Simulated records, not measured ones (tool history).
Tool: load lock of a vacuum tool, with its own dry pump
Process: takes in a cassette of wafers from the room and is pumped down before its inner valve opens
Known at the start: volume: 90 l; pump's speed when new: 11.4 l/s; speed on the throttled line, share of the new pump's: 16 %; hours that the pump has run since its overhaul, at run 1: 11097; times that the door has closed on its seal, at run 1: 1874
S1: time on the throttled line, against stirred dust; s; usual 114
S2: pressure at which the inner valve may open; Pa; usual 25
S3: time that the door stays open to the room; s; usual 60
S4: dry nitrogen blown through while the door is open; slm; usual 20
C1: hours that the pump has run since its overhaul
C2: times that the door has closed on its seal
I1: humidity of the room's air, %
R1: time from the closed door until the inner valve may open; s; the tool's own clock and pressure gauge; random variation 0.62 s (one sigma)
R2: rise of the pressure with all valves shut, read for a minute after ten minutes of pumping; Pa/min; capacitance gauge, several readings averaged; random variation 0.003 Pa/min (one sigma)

{"run": 1, "hour": 0.0, "S1": 114, "S2": 25, "S3": 60, "S4": 20, "C1": 11097, "C2": 1874, "I1": 43.2, "R1": 167.3, "R2": 0.02}
{"run": 2, "hour": 431.7, "S1": 114, "S2": 25, "S3": 60, "S4": 20, "C1": 11529, "C2": 2721, "I1": 44.1, "R1": 167.7, "R2": 0.024}
{"run": 3, "hour": 993.7, "S1": 114, "S2": 25, "S3": 29, "S4": 20, "C1": 12091, "C2": 3823, "I1": 47.6, "R1": 167.8, "R2": 0.02}
{"run": 4, "hour": 1592.3, "S1": 114, "S2": 25, "S3": 29, "S4": 20, "C1": 12689, "C2": 4998, "I1": 42.1, "R1": 168.4, "R2": 0.029}
{"run": 5, "hour": 2055.2, "S1": 114, "S2": 25, "S3": 29, "S4": 20, "C1": 13152, "C2": 5906, "I1": 43.1, "R1": 168.4, "R2": 0.029}
{"run": 6, "hour": 2615.7, "S1": 114, "S2": 25, "S3": 29, "S4": 20, "C1": 13713, "C2": 7005, "I1": 46, "R1": 167.8, "R2": 0.034}
{"run": 7, "hour": 3013.7, "S1": 114, "S2": 25, "S3": 60, "S4": 20, "C1": 14111, "C2": 7786, "I1": 45.4, "R1": 168.2, "R2": 0.051}
{"run": 8, "hour": 3470.9, "S1": 114, "S2": 25, "S3": 167, "S4": 20, "C1": 14568, "C2": 8683, "I1": 50.8, "R1": 169.7, "R2": 0.062}
{"run": 9, "hour": 4149.6, "S1": 114, "S2": 25, "S3": 167, "S4": 20, "C1": 15247, "C2": 10014, "I1": 43.5, "R1": 169.1, "R2": 0.061}
{"run": 10, "hour": 4531.0, "S1": 114, "S2": 25, "S3": 167, "S4": 20, "C1": 15628, "C2": 10762, "I1": 45, "R1": 169.4, "R2": 0.066}
{"run": 11, "hour": 5062.0, "S1": 100, "S2": 25, "S3": 167, "S4": 20, "C1": 16159, "C2": 11804, "I1": 46.1, "R1": 158.8, "R2": 0.075}
{"run": 12, "hour": 5604.1, "S1": 100, "S2": 25, "S3": 167, "S4": 20, "C1": 16701, "C2": 12867, "I1": 45.9, "R1": 159.8, "R2": 0.082}
{"run": 13, "hour": 6227.1, "S1": 100, "S2": 25, "S3": 167, "S4": 20, "C1": 17324, "C2": 14089, "I1": 47.7, "R1": 160.9, "R2": 0.088}
{"hour": 6551.0, "done": "dry pump taken out, an overhauled one fitted"}
{"run": 14, "hour": 6738.2, "S1": 100, "S2": 25, "S3": 167, "S4": 16, "C1": 187, "C2": 15080, "I1": 47.3, "R1": 150.1, "R2": 0.098}
{"run": 15, "hour": 7211.7, "S1": 100, "S2": 25, "S3": 167, "S4": 16, "C1": 661, "C2": 16009, "I1": 43, "R1": 150, "R2": 0.09}
{"run": 16, "hour": 7568.3, "S1": 114, "S2": 25, "S3": 60, "S4": 20, "C1": 1017, "C2": 16709, "I1": 45.4, "R1": 161.8, "R2": 0.086}
{"run": 17, "hour": 8174.4, "S1": 119, "S2": 25, "S3": 60, "S4": 20, "C1": 1623, "C2": 17897, "I1": 45.1, "R1": 166.4, "R2": 0.09}
{"run": 18, "hour": 8453.1, "S1": 114, "S2": 25, "S3": 60, "S4": 20, "C1": 1902, "C2": 18444, "I1": 44.8, "R1": 163.1, "R2": 0.099}
{"run": 19, "hour": 8986.9, "S1": 114, "S2": 25, "S3": 60, "S4": 20, "C1": 2436, "C2": 19491, "I1": 43, "R1": 162.5, "R2": 0.105}
{"run": 20, "hour": 9407.1, "S1": 114, "S2": 25, "S3": 60, "S4": 20, "C1": 2856, "C2": 20316, "I1": 43.8, "R1": 162.9, "R2": 0.109}
{"run": 21, "hour": 9733.8, "S1": 205, "S2": 25, "S3": 59, "S4": 44, "C1": 3183, "C2": 20957, "I1": 42.6, "R1": 237.6, "R2": 0.119}
{"run": 22, "hour": 10355.0, "S1": 69, "S2": 25, "S3": 44, "S4": 11, "C1": 3804, "C2": 22175, "I1": 44, "R1": 125.7, "R2": 0.128}
{"run": 23, "hour": 10755.2, "S1": 64, "S2": 25, "S3": 60, "S4": 22, "C1": 4204, "C2": 22960, "I1": 47.8, "R1": 121.3, "R2": 0.129}
{"run": 24, "hour": 11056.0, "S1": 64, "S2": 25, "S3": 89, "S4": 22, "C1": 4505, "C2": 23550, "I1": 45.4, "R1": 122.7, "R2": 0.145}
{"run": 25, "hour": 11378.5, "S1": 64, "S2": 25, "S3": 89, "S4": 22, "C1": 4828, "C2": 24183, "I1": 45.1, "R1": 122.8, "R2": 0.138}
{"run": 26, "hour": 12052.3, "S1": 64, "S2": 25, "S3": 89, "S4": 22, "C1": 5501, "C2": 25505, "I1": 44.3, "R1": 122.7, "R2": 0.156}
{"run": 27, "hour": 12617.3, "S1": 64, "S2": 25, "S3": 89, "S4": 22, "C1": 6066, "C2": 26613, "I1": 46.8, "R1": 122.1, "R2": 0.168}
{"run": 28, "hour": 12915.7, "S1": 109, "S2": 22, "S3": 35, "S4": 22, "C1": 6365, "C2": 27198, "I1": 44.5, "R1": 161.3, "R2": 0.161}
{"run": 29, "hour": 13237.3, "S1": 114, "S2": 25, "S3": 39, "S4": 20, "C1": 6686, "C2": 27829, "I1": 44.1, "R1": 165, "R2": 0.161}
{"run": 30, "hour": 13898.0, "S1": 114, "S2": 25, "S3": 39, "S4": 6, "C1": 7347, "C2": 29125, "I1": 46.8, "R1": 164, "R2": 0.185}
{"run": 31, "hour": 14326.3, "S1": 114, "S2": 18, "S3": 42, "S4": 6, "C1": 7775, "C2": 29965, "I1": 42.6, "R1": 167.1, "R2": 0.198}
{"run": 32, "hour": 14944.8, "S1": 155, "S2": 40, "S3": 52, "S4": 20, "C1": 8394, "C2": 31179, "I1": 45.4, "R1": 194.1, "R2": 0.197}
{"run": 33, "hour": 15601.9, "S1": 155, "S2": 47, "S3": 52, "S4": 24, "C1": 9051, "C2": 32468, "I1": 46.2, "R1": 195.3, "R2": 0.213}
{"run": 34, "hour": 16228.7, "S1": 155, "S2": 47, "S3": 52, "S4": 24, "C1": 9678, "C2": 33697, "I1": 46.8, "R1": 193.4, "R2": 0.216}
{"run": 35, "hour": 16603.9, "S1": 155, "S2": 47, "S3": 52, "S4": 24, "C1": 10053, "C2": 34433, "I1": 44.9, "R1": 193.3, "R2": 0.229}
{"run": 36, "hour": 17197.7, "S1": 87, "S2": 21, "S3": 60, "S4": 20, "C1": 10647, "C2": 35598, "I1": 39.8, "R1": 145.8, "R2": 0.233}
{"run": 37, "hour": 17533.0, "S1": 96, "S2": 46, "S3": 60, "S4": 20, "C1": 10982, "C2": 36256, "I1": 45.5, "R1": 147, "R2": 0.25}

3 ways to go on from here, each from the tool as it stands after run 37. What would each give?
{"run": "A", "hour": 18024.0, "S1": 114, "S2": 28, "S3": 60, "S4": 24, "C1": 11473, "C2": 37219, "I1": 43.6, "R1": "?", "R2": "?"}
{"run": "B", "hour": 18024.0, "S1": 183, "S2": 46, "S3": 60, "S4": 20, "C1": 11473, "C2": 37219, "I1": 47.4, "R1": "?", "R2": "?"}
{"run": "C", "hour": 18024.0, "S1": 114, "S2": 35, "S3": 149, "S4": 6, "C1": 11473, "C2": 37219, "I1": 45.6, "R1": "?", "R2": "?"}

run=A R1=165.8 R2=0.258
run=B R1=216.3 R2=0.259
run=C R1=164 R2=0.278
Without the tool's hidden state the same runs would have given:
run=A R1=160.2 R2=0.018
run=B R1=212.6 R2=0.024
run=C R1=158.6 R2=0.041
